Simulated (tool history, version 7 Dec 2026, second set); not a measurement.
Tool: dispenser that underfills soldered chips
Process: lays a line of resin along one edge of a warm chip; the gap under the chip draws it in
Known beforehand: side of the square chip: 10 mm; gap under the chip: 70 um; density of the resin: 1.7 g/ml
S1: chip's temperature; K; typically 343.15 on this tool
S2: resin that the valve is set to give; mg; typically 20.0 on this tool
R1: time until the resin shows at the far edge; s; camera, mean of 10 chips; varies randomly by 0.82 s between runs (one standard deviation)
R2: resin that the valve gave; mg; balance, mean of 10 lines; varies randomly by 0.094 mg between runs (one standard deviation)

{"run": 1, "day": 0.0, "S1": 343.15, "S2": 20.0, "R1": 102.6, "R2": 19.55}
{"day": 0.225, "done": "new syringe of resin"}
{"run": 2, "day": 0.45, "S1": 343.15, "S2": 20.0, "R1": 106.6, "R2": 19.52}
{"day": 0.654, "done": "new syringe of resin"}
{"run": 3, "day": 0.867, "S1": 343.15, "S2": 17.1, "R1": 104.0, "R2": 16.63}
{"day": 1.108, "done": "new syringe of resin"}
{"run": 4, "day": 1.108, "S1": 343.15, "S2": 20.0, "R1": 77.4, "R2": 19.44}
{"run": 5, "day": 1.4, "S1": 343.15, "S2": 20.0, "R1": 115.1, "R2": 19.42}
{"day": 1.546, "done": "new syringe of resin"}
{"run": 6, "day": 1.725, "S1": 343.15, "S2": 22.2, "R1": 100.7, "R2": 21.41}
{"day": 1.992, "done": "new syringe of resin"}
{"run": 7, "day": 2.279, "S1": 343.15, "S2": 22.2, "R1": 113.8, "R2": 21.51}
{"day": 2.425, "done": "new syringe of resin"}
{"run": 8, "day": 2.817, "S1": 343.15, "S2": 22.2, "R1": 135.6, "R2": 21.46}
{"day": 2.858, "done": "new syringe of resin"}
{"day": 3.304, "done": "new syringe of resin"}
{"run": 9, "day": 3.312, "S1": 343.15, "S2": 22.2, "R1": 78.6, "R2": 21.18}
{"run": 10, "day": 3.617, "S1": 350.15, "S2": 20.0, "R1": 89.1, "R2": 19.07}
{"day": 3.758, "done": "new syringe of resin"}
{"run": 11, "day": 4.121, "S1": 350.15, "S2": 20.0, "R1": 94.2, "R2": 19.11}
{"day": 4.183, "done": "new syringe of resin"}
{"day": 4.612, "done": "new syringe of resin"}
{"run": 12, "day": 4.654, "S1": 350.15, "S2": 20.0, "R1": 61.4, "R2": 18.88}
{"run": 13, "day": 4.979, "S1": 343.15, "S2": 22.3, "R1": 128.8, "R2": 21.02}
{"day": 5.042, "done": "new syringe of resin"}
{"run": 14, "day": 5.4, "S1": 350.15, "S2": 23.9, "R1": 93.2, "R2": 22.38}
{"day": 5.5, "done": "new syringe of resin"}
{"run": 15, "day": 5.696, "S1": 331.15, "S2": 24.5, "R1": 178.6, "R2": 22.97}
{"day": 5.779, "done": "dispensing valve cleaned and set on the balance"}
{"day": 5.975, "done": "new syringe of resin"}
{"run": 16, "day": 6.208, "S1": 331.15, "S2": 24.5, "R1": 191.6, "R2": 24.46}
{"day": 6.421, "done": "new syringe of resin"}
{"run": 17, "day": 6.5, "S1": 347.15, "S2": 24.9, "R1": 69.6, "R2": 24.83}
{"day": 6.854, "done": "new syringe of resin"}
{"run": 18, "day": 6.854, "S1": 346.15, "S2": 20.4, "R1": 68.0, "R2": 20.34}
{"run": 19, "day": 7.112, "S1": 346.15, "S2": 20.4, "R1": 96.6, "R2": 20.29}
{"day": 7.296, "done": "new syringe of resin"}
{"run": 20, "day": 7.571, "S1": 346.15, "S2": 20.4, "R1": 99.1, "R2": 20.34}
{"day": 7.725, "done": "new syringe of resin"}
{"run": 21, "day": 8.071, "S1": 346.15, "S2": 20.4, "R1": 111.2, "R2": 20.12}

Each row is a separate what-if for the run after 21, all from the same tool condition, not one after another. Results?
{"day": 8.183, "done": "new syringe of resin"}
{"run": "A", "day": 8.392, "S1": 341.15, "S2": 24.7, "R1": "?", "R2": "?"}
{"day": 8.183, "done": "new syringe of resin"}
{"run": "B", "day": 8.392, "S1": 357.15, "S2": 18.7, "R1": "?", "R2": "?"}
{"day": 8.183, "done": "new syringe of resin"}
{"run": "C", "day": 8.392, "S1": 343.15, "S2": 20.0, "R1": "?", "R2": "?"}
{"day": 8.183, "done": "new syringe of resin"}
{"run": "D", "day": 8.392, "S1": 329.15, "S2": 23.1, "R1": "?", "R2": "?"}
{"day": 8.183, "done": "new syringe of resin"}
{"run": "E", "day": 8.392, "S1": 357.15, "S2": 18.1, "R1": "?", "R2": "?"}

run=A R1=112.5 R2=24.23
run=B R1=56.5 R2=18.41
run=C R1=104.2 R2=19.47
run=D R1=199.7 R2=22.62
run=E R1=58.0 R2=17.70
Stripped of hidden state, with their random variation kept, the same runs would have yielded:
run=A R1=82.6 R2=24.71
run=B R1=41.6 R2=18.78
run=C R1=76.4 R2=19.86
run=D R1=146.7 R2=23.07
run=E R1=42.7 R2=18.06
